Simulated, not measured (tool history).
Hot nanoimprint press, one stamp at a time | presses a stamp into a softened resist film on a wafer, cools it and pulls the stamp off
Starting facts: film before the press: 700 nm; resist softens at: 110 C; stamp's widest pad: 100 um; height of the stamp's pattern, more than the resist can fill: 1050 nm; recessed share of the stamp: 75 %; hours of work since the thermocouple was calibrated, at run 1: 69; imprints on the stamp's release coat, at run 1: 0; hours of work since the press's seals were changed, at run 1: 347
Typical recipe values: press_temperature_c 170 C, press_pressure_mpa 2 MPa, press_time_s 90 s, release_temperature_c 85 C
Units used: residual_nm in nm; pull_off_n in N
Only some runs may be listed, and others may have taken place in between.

run     day  press_temperature_c  press_pressure_mpa  press_time_s  release_temperature_c  hours of work since the thermocouple was calibrated  imprints on the stamp's release coat  hours of work since the press's seals were changed  residual_nm  pull_off_n
  1       0                  170                   2            90                     85                                                   69                                     0                                                 347        415.7         165
  2   1.062                  162                   2            90                     85                                                   84                                    96                                                 362        559.4         174
  3   1.875                  166                   2            90                     85                                                   95                                   170                                                 373        491.7         184
  4   3.262                  178                   2            90                     85                                                  114                                   295                                                 392        281.9         182
  5   3.954                  170                   2            90                     85                                                  124                                   357                                                 402        415.4         191
  6   5.396                  170                   2            90                     85                                                  143                                   488                                                 422        418.6         193
  7     6.8                  170                1.81            90                     85                                                  163                                   615                                                 441        438.4         211
  8   8.121                  170                1.29            90                     85                                                  181                                   734                                                 459        507.3         224
  9   9.542                  170                1.29            90                     85                                                  201                                   863                                                 479        509.5         236
 10  10.196                  170                   2            90                     85                                                  210                                   922                                                 488          424         238
     10.779  -- stamp cleaned and given a new release coat
 11  11.467                  170                   2            61                     76                                                  224                                    62                                                 502        471.5         177
 12  12.933                  170                   2            61                     76                                                  244                                   194                                                 522          473         188
 13  13.671                  181                2.97            90                     85                                                  254                                   261                                                 532        201.9         187
 14  14.875                  170                2.81            90                     85                                                  271                                   370                                                 549        362.4         193
 15  15.596                  170                   2           142                     80                                                  281                                   435                                                 559        379.8         203

What will run 16 give?
 16  16.571                  170                   2           142                     80                                                  294                                   523                                                 572            ?           ?

residual_nm: 379.7 nm
pull_off_n: 221 N
The same run, on a tool lacking any hidden state, would have yielded residual_nm 352.7 nm, pull_off_n 175 N.

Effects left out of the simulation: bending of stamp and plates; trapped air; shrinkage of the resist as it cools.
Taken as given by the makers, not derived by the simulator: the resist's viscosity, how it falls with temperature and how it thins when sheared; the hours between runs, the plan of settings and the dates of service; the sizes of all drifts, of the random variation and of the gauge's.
